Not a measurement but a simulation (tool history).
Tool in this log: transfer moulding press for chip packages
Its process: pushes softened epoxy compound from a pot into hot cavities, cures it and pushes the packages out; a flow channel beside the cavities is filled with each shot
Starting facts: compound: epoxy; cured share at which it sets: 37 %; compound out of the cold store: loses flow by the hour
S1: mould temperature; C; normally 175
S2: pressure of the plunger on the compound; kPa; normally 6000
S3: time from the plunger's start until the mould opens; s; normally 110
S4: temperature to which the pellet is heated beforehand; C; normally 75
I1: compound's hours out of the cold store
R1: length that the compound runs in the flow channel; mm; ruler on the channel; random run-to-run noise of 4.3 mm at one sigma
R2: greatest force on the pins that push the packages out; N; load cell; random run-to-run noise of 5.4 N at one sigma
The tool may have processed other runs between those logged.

run 1 hour=0.0 | S1=175 S2=6000 S3=110 S4=75 | I1=27.2 | R1=764 R2=192
-- hour=14.5 cavities cleaned with cleaning compound and waxed
run 2 hour=55.3 | S1=175 S2=6000 S3=110 S4=75 | I1=12.0 | R1=807 R2=183
run 3 hour=114.8 | S1=175 S2=6000 S3=110 S4=68 | I1=34.3 | R1=737 R2=181
-- hour=138.7 cavities cleaned with cleaning compound and waxed
run 4 hour=195.4 | S1=175 S2=6000 S3=110 S4=79 | I1=45.7 | R1=704 R2=183
-- hour=261.4 cavities cleaned with cleaning compound and waxed
run 5 hour=273.3 | S1=175 S2=6000 S3=110 S4=75 | I1=42.3 | R1=733 R2=184
run 6 hour=316.1 | S1=175 S2=6000 S3=110 S4=75 | I1=40.6 | R1=722 R2=178
run 7 hour=365.6 | S1=177 S2=6000 S3=110 S4=75 | I1=26.3 | R1=759 R2=170
-- hour=384.0 cavities cleaned with cleaning compound and waxed
-- hour=418.7 plunger's sealing rings changed
run 8 hour=422.7 | S1=177 S2=6000 S3=110 S4=75 | I1=21.0 | R1=767 R2=177
run 9 hour=485.7 | S1=175 S2=6000 S3=110 S4=75 | I1=11.0 | R1=817 R2=189
-- hour=513.1 cavities cleaned with cleaning compound and waxed
run 10 hour=547.4 | S1=175 S2=6000 S3=110 S4=75 | I1=45.7 | R1=705 R2=186
run 11 hour=613.6 | S1=175 S2=6000 S3=110 S4=75 | I1=21.1 | R1=782 R2=183
-- hour=639.5 cavities cleaned with cleaning compound and waxed
run 12 hour=669.3 | S1=175 S2=6000 S3=110 S4=75 | I1=38.5 | R1=730 R2=180
run 13 hour=727.8 | S1=175 S2=6000 S3=110 S4=77 | I1=13.1 | R1=799 R2=178
-- hour=762.0 cavities cleaned with cleaning compound and waxed
run 14 hour=783.8 | S1=175 S2=6000 S3=110 S4=77 | I1=44.0 | R1=719 R2=186
run 15 hour=823.1 | S1=175 S2=6000 S3=110 S4=77 | I1=10.1 | R1=805 R2=197
-- hour=840.4 plunger's sealing rings changed
run 16 hour=869.3 | S1=173 S2=6000 S3=110 S4=66 | I1=16.4 | R1=801 R2=208
-- hour=877.9 mould's thermocouples calibrated
-- hour=893.4 cavities cleaned with cleaning compound and waxed
run 17 hour=907.7 | S1=173 S2=6000 S3=110 S4=66 | I1=23.6 | R1=777 R2=206
run 18 hour=970.8 | S1=173 S2=6000 S3=110 S4=66 | I1=34.6 | R1=738 R2=199
-- hour=1019.1 cavities cleaned with cleaning compound and waxed
run 19 hour=1022.1 | S1=169 S2=6000 S3=132 S4=69 | I1=26.9 | R1=788 R2=181
run 20 hour=1082.0 | S1=176 S2=6000 S3=132 S4=69 | I1=34.8 | R1=743 R2=162
run 21 hour=1117.3 | S1=176 S2=5350 S3=132 S4=75 | I1=46.6 | R1=669 R2=156
-- hour=1144.6 cavities cleaned with cleaning compound and waxed
run 22 hour=1154.1 | S1=177 S2=6000 S3=110 S4=75 | I1=30.9 | R1=739 R2=168
run 23 hour=1222.1 | S1=175 S2=6000 S3=117 S4=71 | I1=42.8 | R1=721 R2=171
-- hour=1259.7 plunger's sealing rings changed
-- hour=1270.7 cavities cleaned with cleaning compound and waxed
run 24 hour=1276.4 | S1=175 S2=6000 S3=117 S4=71 | I1=14.2 | R1=795 R2=174
run 25 hour=1318.8 | S1=175 S2=5320 S3=99 S4=76 | I1=34.8 | R1=693 R2=224
-- hour=1393.3 cavities cleaned with cleaning compound and waxed
run 26 hour=1397.6 | S1=175 S2=6000 S3=110 S4=66 | I1=30.1 | R1=759 R2=188
run 27 hour=1438.2 | S1=175 S2=5970 S3=92 S4=82 | I1=29.4 | R1=744 R2=247
run 28 hour=1488.0 | S1=175 S2=6870 S3=110 S4=78 | I1=30.7 | R1=806 R2=190

Here are 3 independent what-if runs from the current tool condition. What would each one return?
-- hour=1519.5 cavities cleaned with cleaning compound and waxed
run A hour=1526.7 | S1=173 S2=6000 S3=129 S4=75 | I1=21.0 | R1=? R2=?
-- hour=1519.5 cavities cleaned with cleaning compound and waxed
run B hour=1526.7 | S1=175 S2=6760 S3=110 S4=78 | I1=23.5 | R1=? R2=?
-- hour=1519.5 cavities cleaned with cleaning compound and waxed
run C hour=1526.7 | S1=175 S2=6000 S3=145 S4=73 | I1=9.9 | R1=? R2=?

run=A R1=788 R2=179
run=B R1=824 R2=193
run=C R1=809 R2=159
The same runs, with their run-to-run variation unchanged, on a tool lacking any hidden condition would have given:
run=A R1=789 R2=178
run=B R1=824 R2=192
run=C R1=810 R2=158
